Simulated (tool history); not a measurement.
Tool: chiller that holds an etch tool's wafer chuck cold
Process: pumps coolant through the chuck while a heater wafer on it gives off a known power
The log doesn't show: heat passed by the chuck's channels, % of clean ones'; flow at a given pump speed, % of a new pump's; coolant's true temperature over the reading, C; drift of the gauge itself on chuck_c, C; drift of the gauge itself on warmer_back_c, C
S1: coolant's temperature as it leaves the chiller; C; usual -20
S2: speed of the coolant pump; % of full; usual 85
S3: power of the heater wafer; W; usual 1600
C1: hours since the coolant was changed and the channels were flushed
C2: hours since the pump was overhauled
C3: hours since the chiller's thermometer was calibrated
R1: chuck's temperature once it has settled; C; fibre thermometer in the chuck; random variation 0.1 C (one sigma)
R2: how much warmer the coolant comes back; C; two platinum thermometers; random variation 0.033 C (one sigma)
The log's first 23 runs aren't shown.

run	hour	S1	S2	S3	C1	C2	C3	R1	R2
24	2235.1	-27	64	1690	5225	3179	501	-8.5	7.04
25	2299.6	-24	62	1606	5289	3244	566	-5.8	6.99
26	2365.1	-24	62	1606	5355	3309	631	-5.8	6.92
# hour 2415.2: coolant changed, channels flushed
27	2503.2	-25	79	1707	88	3441	763	-11.9	5.59
28	2585.1	-25	79	1707	170	3523	845	-11.8	5.65
29	2703.8	-24	65	1311	289	3642	964	-12.4	5.39
30	2830.3	-26	62	2373	415	3769	1090	-3.3	10.36
31	2899.4	-26	62	2373	484	3838	1159	-3.5	10.38

4 ways to go on from here, each from the tool as it stands after run 31. What would each give?
A	3000.5	-20	85	1274	585	3939	1261	?	?
B	3000.5	-20	73	908	585	3939	1261	?	?
C	3000.5	-23	93	873	585	3939	1261	?	?
D	3000.5	-20	85	1193	585	3939	1261	?	?

run	R1	R2
A	-10.8	3.94
B	-12.5	3.30
C	-17.3	2.41
D	-11.3	3.63
Without the tool's hidden state the same runs would have given:
run	R1	R2
A	-11.3	3.65
B	-12.9	3.05
C	-17.5	2.24
D	-11.8	3.36

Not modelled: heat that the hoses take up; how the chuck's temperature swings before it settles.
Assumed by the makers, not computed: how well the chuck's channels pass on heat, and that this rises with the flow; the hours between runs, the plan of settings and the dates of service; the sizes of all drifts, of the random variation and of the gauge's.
